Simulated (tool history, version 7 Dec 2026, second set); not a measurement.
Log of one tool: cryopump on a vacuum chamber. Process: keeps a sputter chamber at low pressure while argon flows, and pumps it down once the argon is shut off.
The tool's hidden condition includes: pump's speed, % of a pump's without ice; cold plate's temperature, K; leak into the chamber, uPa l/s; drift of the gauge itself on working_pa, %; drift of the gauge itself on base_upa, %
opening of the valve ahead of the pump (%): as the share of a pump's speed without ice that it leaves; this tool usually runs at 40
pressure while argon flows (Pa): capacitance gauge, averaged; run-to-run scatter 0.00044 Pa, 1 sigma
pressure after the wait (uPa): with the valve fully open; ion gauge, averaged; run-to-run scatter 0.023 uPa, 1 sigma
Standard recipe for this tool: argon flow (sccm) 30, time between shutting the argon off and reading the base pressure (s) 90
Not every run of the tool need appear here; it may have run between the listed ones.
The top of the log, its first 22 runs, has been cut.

run,hour,argon flow (sccm),time between shutting the argon off and reading the base pressure (s),opening of the valve ahead of the pump (%),hours of work since the pump was warmed up and emptied,hours of work since the cold head was overhauled,hours of work since the chamber's fittings were tightened,pressure while argon flows (Pa),pressure after the wait (uPa)
23,1046.8,17,175,16,109,2418,2008,0.0876,2.23
24,1109.1,18,175,16,154,2463,2053,0.0926,2.26
25,1138,12,90,23,174,2484,2074,0.0431,2.48
26,1177.3,35,282,40,203,2512,2102,0.073,2.17
27,1217.5,30,63,16,232,2541,2131,0.1554,2.85
28,1269.9,30,63,16,269,2579,2169,0.1563,2.88
29,1308.6,50,76,35,297,2607,2197,0.1209,2.78
30,1336,30,32,40,317,2627,2217,0.0637,3.75
31,1362.7,30,32,40,336,2646,2236,0.0646,3.74
# hour 1382.7: leaking fittings of the chamber tightened, without venting
32,1393.2,31,107,19,357,2667,8,0.1368,0.65
33,1423.5,31,107,19,379,2688,29,0.1369,0.63
34,1456.4,30,264,37,403,2712,53,0.0685,0.41
35,1501.3,30,196,27,435,2745,86,0.0948,0.49

Each row is a separate what-if for the run after 35, all from the same tool condition, not one after another. Results?
A,1549.7,30,51,27,470,2779,120,?,?
B,1549.7,48,115,32,470,2779,120,?,?
C,1549.7,23,196,20,470,2779,120,?,?

run,pressure while argon flows (Pa),pressure after the wait (uPa)
A,0.0943,1.24
B,0.1284,0.71
C,0.0963,0.54
Had the tool no hidden state, the same runs would have come out as:
run,pressure while argon flows (Pa),pressure after the wait (uPa)
A,0.0912,1.1
B,0.1234,0.58
C,0.0939,0.4
